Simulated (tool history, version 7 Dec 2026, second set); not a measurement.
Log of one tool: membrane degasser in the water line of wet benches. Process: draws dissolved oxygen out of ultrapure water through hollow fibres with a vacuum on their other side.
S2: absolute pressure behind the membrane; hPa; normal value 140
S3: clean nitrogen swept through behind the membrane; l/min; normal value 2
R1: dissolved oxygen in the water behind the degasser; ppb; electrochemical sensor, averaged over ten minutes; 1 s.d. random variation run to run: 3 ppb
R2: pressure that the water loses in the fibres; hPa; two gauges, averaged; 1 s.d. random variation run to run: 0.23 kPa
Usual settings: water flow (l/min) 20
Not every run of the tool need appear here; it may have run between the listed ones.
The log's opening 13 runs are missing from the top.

Run 14, hour 537.3: usual settings. Result: R1 311.9 ppb, R2 579.7 hPa.
Run 15, hour 580.7: usual settings. Result: R1 314.8 ppb, R2 576.8 hPa.
Run 16, hour 614.3: usual settings but water flow (l/min) 19. Result: R1 297.9 ppb, R2 547.9 hPa.
Run 17, hour 669.2: usual settings but water flow (l/min) 19, S2 220 hPa, S3 2.06 l/min. Result: R1 461.7 ppb, R2 548.5 hPa.
Run 18, hour 711.3: usual settings but water flow (l/min) 12, S2 229 hPa, S3 2.06 l/min. Result: R1 288.6 ppb, R2 349.6 hPa.
Run 19, hour 763.1: usual settings but water flow (l/min) 12, S2 229 hPa, S3 2.06 l/min. Result: R1 291.6 ppb, R2 346.7 hPa.
Run 20, hour 786.3: usual settings but water flow (l/min) 12, S2 229 hPa, S3 2.06 l/min. Result: R1 288.8 ppb, R2 347.2 hPa.
Run 21, hour 828.3: usual settings but water flow (l/min) 12, S2 145 hPa, S3 2.06 l/min. Result: R1 176.2 ppb, R2 347.8 hPa.
Run 22, hour 857.3: usual settings but water flow (l/min) 12, S2 145 hPa, S3 2.06 l/min. Result: R1 175.3 ppb, R2 349.6 hPa.
Run 23, hour 896.9: usual settings but water flow (l/min) 12, S2 94 hPa, S3 2.23 l/min. Result: R1 94.3 ppb, R2 347.5 hPa.
Run 24, hour 949.8: usual settings but water flow (l/min) 12, S2 94 hPa, S3 2.23 l/min. Result: R1 97 ppb, R2 350 hPa.
Run 25, hour 993: usual settings but water flow (l/min) 12, S2 94 hPa, S3 2.23 l/min. Result: R1 97.7 ppb, R2 348.3 hPa.
Run 26, hour 1042.3: usual settings but water flow (l/min) 18, S2 124 hPa, S3 3.56 l/min. Result: R1 162.4 ppb, R2 520.3 hPa.
Run 27, hour 1092.7: usual settings but water flow (l/min) 27, S2 171 hPa, S3 1.74 l/min. Result: R1 603.3 ppb, R2 785.1 hPa.
Run 28, hour 1126.7: usual settings but S2 97 hPa, S3 1.58 l/min. Result: R1 257.7 ppb, R2 578.5 hPa.
Run 29, hour 1153.2: usual settings but S2 97 hPa, S3 1.58 l/min. Result: R1 253.6 ppb, R2 584.8 hPa.
Run 30, hour 1181.5: usual settings but S2 117 hPa, S3 1.65 l/min. Result: R1 302.2 ppb, R2 577.1 hPa.
Run 31, hour 1231.2: usual settings but water flow (l/min) 24, S2 157 hPa, S3 1.86 l/min. Result: R1 465.5 ppb, R2 698.5 hPa.

Predict each of these 4 candidate next runs independently; none follows another, all start after run 31:
Run A, hour 1277: usual settings but water flow (l/min) 22, S2 254 hPa, S3 2.15 l/min. Result: R1 ?, R2 ?.
Run B, hour 1277: usual settings but water flow (l/min) 17, S3 2.25 l/min. Result: R1 ?, R2 ?.
Run C, hour 1277: usual settings but water flow (l/min) 31, S2 128 hPa, S3 4.96 l/min. Result: R1 ?, R2 ?.
Run D, hour 1277: usual settings but water flow (l/min) 16, S2 228 hPa. Result: R1 ?, R2 ?.

run     R1     R2
  A  593.5  638.7
  B  234.6  492.6
  C  333.4  902.2
  D  402.6  465.6
What these runs would have given with no unlogged condition in the tool:
run     R1     R2
  A  574.2  627.6
  B  222.8    484
  C  316.5  886.6
  D  386.6  457.5

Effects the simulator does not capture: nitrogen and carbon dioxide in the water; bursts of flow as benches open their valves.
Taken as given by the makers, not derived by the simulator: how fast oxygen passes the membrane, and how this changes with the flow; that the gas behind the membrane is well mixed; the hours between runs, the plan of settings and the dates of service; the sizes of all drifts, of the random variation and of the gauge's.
